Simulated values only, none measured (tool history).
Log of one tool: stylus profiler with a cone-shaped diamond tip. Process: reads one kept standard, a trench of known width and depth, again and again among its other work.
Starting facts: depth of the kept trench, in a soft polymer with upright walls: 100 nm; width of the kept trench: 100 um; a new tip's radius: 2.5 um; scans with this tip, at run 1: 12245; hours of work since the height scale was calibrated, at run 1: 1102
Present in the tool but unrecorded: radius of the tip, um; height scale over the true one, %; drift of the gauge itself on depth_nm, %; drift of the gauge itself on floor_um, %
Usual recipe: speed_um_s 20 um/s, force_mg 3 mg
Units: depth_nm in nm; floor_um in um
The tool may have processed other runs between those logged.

run	hour	speed_um_s	force_mg	scans with this tip	hours of work since the height scale was calibrated	depth_nm	floor_um
1	0	20	3	12245	1102	101.3	98.45
2	124.8	20	6.98	13276	1195	102.44	98.49
3	197.4	20	6.98	13876	1249	102.46	98.48
4	315.3	20	6.98	14850	1337	102.36	98.48
5	386.5	20	6.98	15439	1390	102.31	98.45
# hour 459.3: height scale calibrated on a step standard
6	497.1	20	6.98	16349	28	102.48	98.48
7	622.6	20	3	17386	121	101.39	98.41
# hour 668.1: new tip fitted, height scale calibrated
8	731.7	20	3	525	47	101.4	98.51
9	794.4	20	3	1043	94	101.31	98.46
10	866.8	20	3	1641	148	101.43	98.51
11	999.9	20	3	2741	247	101.28	98.48
12	1137.7	20	3	3880	349	101.4	98.45
13	1256.7	20	3	4864	438	101.31	98.47
14	1320.7	20	3	5392	486	101.48	98.5
15	1398.6	20	3	6037	544	101.38	98.45
16	1510.8	50	3	6964	627	101.36	98.27
17	1606.5	20	3	7755	698	101.35	98.48
18	1668.7	41	2.66	8269	745	101.25	98.27
19	1733.7	10	3	8806	793	101.42	98.55
20	1813.3	10	1.93	9464	852	101.06	98.53
21	1878.2	10	1.93	10000	900	101.08	98.49
22	1957.9	30	4.54	10659	960	101.75	98.44
23	2095.3	8	5.17	11794	1062	102.05	98.55
24	2215.8	29	4.71	12790	1152	101.88	98.51
25	2280.7	29	4.71	13326	1200	102	98.51
26	2388.7	6	1.46	14219	1280	100.83	98.47
27	2519.2	64	4.31	15298	1377	101.83	98.28
28	2600.6	15	3	15971	1438	101.36	98.48
# hour 2612.8: height scale calibrated on a step standard
29	2686.9	15	3	16679	55	101.43	98.45
30	2750.6	19	8.49	17206	103	102.79	98.53
# hour 2819.4: new tip fitted, height scale calibrated
31	2819.4	9	2.94	0	0	101.46	98.54
32	2890.7	24	1.39	589	53	100.78	98.36
33	2980.6	63	7.88	1332	120	102.61	98.35

Alternative continuations, all from the tool just after run 33; predict every row:
A	3052.6	31	1.37	1927	174	?	?
B	3052.6	70	5.56	1927	174	?	?
C	3052.6	41	3	1927	174	?	?
D	3052.6	59	7.88	1927	174	?	?

run	depth_nm	floor_um
A	100.81	98.35
B	102.07	98.27
C	101.38	98.35
D	102.66	98.42
Take away the tool's hidden state, keep each run's random variation, and the runs would have read:
run	depth_nm	floor_um
A	100.8	98.35
B	102.07	98.27
C	101.38	98.35
D	102.65	98.42
